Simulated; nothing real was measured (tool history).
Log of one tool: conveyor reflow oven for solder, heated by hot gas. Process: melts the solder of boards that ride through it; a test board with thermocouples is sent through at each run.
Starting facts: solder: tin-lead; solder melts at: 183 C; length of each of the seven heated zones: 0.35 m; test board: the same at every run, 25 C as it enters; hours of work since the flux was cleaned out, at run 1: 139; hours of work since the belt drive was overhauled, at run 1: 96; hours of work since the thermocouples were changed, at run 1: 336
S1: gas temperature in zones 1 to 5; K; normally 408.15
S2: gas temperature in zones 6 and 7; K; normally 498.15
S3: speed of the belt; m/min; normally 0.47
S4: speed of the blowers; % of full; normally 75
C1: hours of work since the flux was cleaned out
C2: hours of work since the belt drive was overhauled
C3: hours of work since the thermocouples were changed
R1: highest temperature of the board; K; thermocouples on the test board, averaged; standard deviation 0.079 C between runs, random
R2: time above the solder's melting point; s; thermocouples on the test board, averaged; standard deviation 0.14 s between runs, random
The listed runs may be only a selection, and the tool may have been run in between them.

run	hour	S1	S2	S3	S4	C1	C2	C3	R1	R2
1	0	408.15	498.15	0.47	75	139	96	336	485.39	62.1
2	17.6	408.15	498.15	0.47	75	146	103	344	485.3	61.9
3	35.5	408.15	498.15	0.47	75	154	111	352	485.29	61.9
4	56.1	408.15	498.15	0.47	75	163	120	361	485.34	61.9
5	67	408.15	498.15	0.47	75	168	125	365	485.33	61.8
6	79.7	408.15	500.15	0.47	75	174	131	371	486.88	63.3
7	101.7	408.15	498.15	0.47	75	183	140	381	485.06	61.8
8	120.9	408.15	498.15	0.47	75	192	149	389	485.03	61.7
# hour 137.1: flux residue cleaned out of gas plates and filters
9	151.1	408.15	498.15	0.47	75	6	160	400	486.35	63.4
10	165.1	408.15	498.15	0.402	75	12	166	406	490.03	79.9
11	177.6	408.15	498.15	0.47	77	18	172	412	486.59	63.5
12	200	408.15	512.15	0.47	75	28	181	422	498.79	73.1
13	216.1	408.15	499.15	0.549	75	35	189	429	482.57	49.4
14	235.4	408.15	499.15	0.486	75	43	197	437	486.13	60.6
15	260.5	408.15	498.15	0.47	75	54	208	448	486.09	63
16	279.2	408.15	498.15	0.47	75	63	216	457	486.1	63
17	296.2	396.15	486.15	0.553	75	70	224	464	468.82	27.9
18	314.3	422.15	498.15	0.47	73	78	232	472	487.85	71
19	327.3	395.15	493.15	0.47	73	84	237	478	479.26	50.6
20	348.5	395.15	493.15	0.47	73	93	247	487	479.06	50.6
21	369.8	416.15	510.15	0.557	55	102	256	496	488.04	55.3
22	393.1	408.15	501.15	0.498	79	113	266	507	487.48	60.2

Consider 5 possible next runs. They are alternatives, not a sequence: every one starts from the tool as it was left by run 22. What does each give?
A	416.7	408.15	498.15	0.47	59	123	277	517	?	?
B	416.7	408.15	488.15	0.47	75	123	277	517	?	?
C	416.7	418.15	501.15	0.498	79	123	277	517	?	?
D	416.7	415.15	503.15	0.498	65	123	277	517	?	?
E	416.7	408.15	494.15	0.55	74	123	277	517	?	?

run	R1	R2
A	483	58.6
B	477.04	52.5
C	488.97	65.4
D	487.98	62.8
E	477.44	43.7
With the hidden condition removed and each run's random variation left untouched, the same runs would have given:
run	R1	R2
A	482.77	58.3
B	476.79	52.4
C	488.78	65.2
D	487.81	62.5
E	477.4	43.8
